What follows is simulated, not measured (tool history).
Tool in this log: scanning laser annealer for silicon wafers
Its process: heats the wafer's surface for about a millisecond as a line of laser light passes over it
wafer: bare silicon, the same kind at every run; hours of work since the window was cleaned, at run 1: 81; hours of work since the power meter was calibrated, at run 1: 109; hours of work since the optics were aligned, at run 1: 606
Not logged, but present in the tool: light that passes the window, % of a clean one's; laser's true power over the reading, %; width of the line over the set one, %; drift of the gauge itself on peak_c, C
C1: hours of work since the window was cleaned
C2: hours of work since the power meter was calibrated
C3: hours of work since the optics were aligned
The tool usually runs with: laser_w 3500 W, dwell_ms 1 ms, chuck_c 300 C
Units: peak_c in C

{"run": 1, "hour": 0.0, "laser_w": 3500, "dwell_ms": 1, "chuck_c": 300, "C1": 81, "C2": 109, "C3": 606, "peak_c": 1041}
{"run": 2, "hour": 16.5, "laser_w": 3500, "dwell_ms": 1, "chuck_c": 300, "C1": 91, "C2": 119, "C3": 616, "peak_c": 1042}
{"run": 3, "hour": 28.0, "laser_w": 3500, "dwell_ms": 1, "chuck_c": 300, "C1": 98, "C2": 126, "C3": 623, "peak_c": 1041}
{"run": 4, "hour": 45.6, "laser_w": 3500, "dwell_ms": 1, "chuck_c": 300, "C1": 109, "C2": 137, "C3": 634, "peak_c": 1041}
{"run": 5, "hour": 62.9, "laser_w": 3500, "dwell_ms": 1, "chuck_c": 282, "C1": 120, "C2": 148, "C3": 645, "peak_c": 1024}
{"run": 6, "hour": 70.3, "laser_w": 3500, "dwell_ms": 1, "chuck_c": 300, "C1": 124, "C2": 152, "C3": 649, "peak_c": 1039}
{"run": 7, "hour": 78.3, "laser_w": 3500, "dwell_ms": 0.86, "chuck_c": 300, "C1": 129, "C2": 157, "C3": 654, "peak_c": 988}
{"run": 8, "hour": 88.4, "laser_w": 3612, "dwell_ms": 0.86, "chuck_c": 300, "C1": 135, "C2": 163, "C3": 660, "peak_c": 1015}
{"run": 9, "hour": 96.5, "laser_w": 3612, "dwell_ms": 0.86, "chuck_c": 300, "C1": 140, "C2": 168, "C3": 665, "peak_c": 1014}
{"run": 10, "hour": 107.3, "laser_w": 3500, "dwell_ms": 1, "chuck_c": 300, "C1": 147, "C2": 175, "C3": 672, "peak_c": 1044}
{"run": 11, "hour": 117.9, "laser_w": 3500, "dwell_ms": 1, "chuck_c": 300, "C1": 153, "C2": 181, "C3": 678, "peak_c": 1044}
{"run": 12, "hour": 131.5, "laser_w": 3500, "dwell_ms": 1, "chuck_c": 300, "C1": 161, "C2": 189, "C3": 687, "peak_c": 1045}
{"run": 13, "hour": 141.5, "laser_w": 3500, "dwell_ms": 0.74, "chuck_c": 294, "C1": 168, "C2": 196, "C3": 693, "peak_c": 935}
{"run": 14, "hour": 150.4, "laser_w": 3793, "dwell_ms": 1.14, "chuck_c": 300, "C1": 173, "C2": 201, "C3": 698, "peak_c": 1171}
{"run": 15, "hour": 168.2, "laser_w": 3125, "dwell_ms": 0.98, "chuck_c": 300, "C1": 184, "C2": 212, "C3": 709, "peak_c": 941}
{"run": 16, "hour": 186.2, "laser_w": 3410, "dwell_ms": 0.81, "chuck_c": 284, "C1": 195, "C2": 223, "C3": 720, "peak_c": 936}
{"run": 17, "hour": 196.7, "laser_w": 3500, "dwell_ms": 0.83, "chuck_c": 300, "C1": 201, "C2": 229, "C3": 726, "peak_c": 977}
{"run": 18, "hour": 206.5, "laser_w": 3500, "dwell_ms": 0.98, "chuck_c": 300, "C1": 207, "C2": 235, "C3": 732, "peak_c": 1037}
{"run": 19, "hour": 222.2, "laser_w": 3168, "dwell_ms": 1.09, "chuck_c": 300, "C1": 217, "C2": 245, "C3": 742, "peak_c": 990}
{"run": 20, "hour": 233.6, "laser_w": 3168, "dwell_ms": 1.09, "chuck_c": 300, "C1": 224, "C2": 252, "C3": 749, "peak_c": 990}
{"run": 21, "hour": 251.5, "laser_w": 3168, "dwell_ms": 1.09, "chuck_c": 300, "C1": 235, "C2": 263, "C3": 760, "peak_c": 989}
{"run": 22, "hour": 263.5, "laser_w": 2975, "dwell_ms": 1, "chuck_c": 300, "C1": 242, "C2": 270, "C3": 767, "peak_c": 913}
{"run": 23, "hour": 272.1, "laser_w": 3288, "dwell_ms": 0.94, "chuck_c": 265, "C1": 247, "C2": 275, "C3": 772, "peak_c": 936}
{"run": 24, "hour": 289.7, "laser_w": 3288, "dwell_ms": 0.94, "chuck_c": 265, "C1": 258, "C2": 286, "C3": 783, "peak_c": 935}

Below are 4 alternative next runs, each starting from the tool's condition after run 24. Predict each:
{"run": "A", "hour": 301.9, "laser_w": 3500, "dwell_ms": 1, "chuck_c": 313, "C1": 266, "C2": 294, "C3": 791, "peak_c": "?"}
{"run": "B", "hour": 301.9, "laser_w": 3593, "dwell_ms": 0.94, "chuck_c": 265, "C1": 266, "C2": 294, "C3": 791, "peak_c": "?"}
{"run": "C", "hour": 301.9, "laser_w": 3404, "dwell_ms": 0.71, "chuck_c": 310, "C1": 266, "C2": 294, "C3": 791, "peak_c": "?"}
{"run": "D", "hour": 301.9, "laser_w": 3500, "dwell_ms": 1, "chuck_c": 330, "C1": 266, "C2": 294, "C3": 791, "peak_c": "?"}

run=A peak_c=1053
run=B peak_c=1007
run=C peak_c=917
run=D peak_c=1072
With no hidden state in the tool, these same runs would have given:
run=A peak_c=1054
run=B peak_c=1008
run=C peak_c=918
run=D peak_c=1073

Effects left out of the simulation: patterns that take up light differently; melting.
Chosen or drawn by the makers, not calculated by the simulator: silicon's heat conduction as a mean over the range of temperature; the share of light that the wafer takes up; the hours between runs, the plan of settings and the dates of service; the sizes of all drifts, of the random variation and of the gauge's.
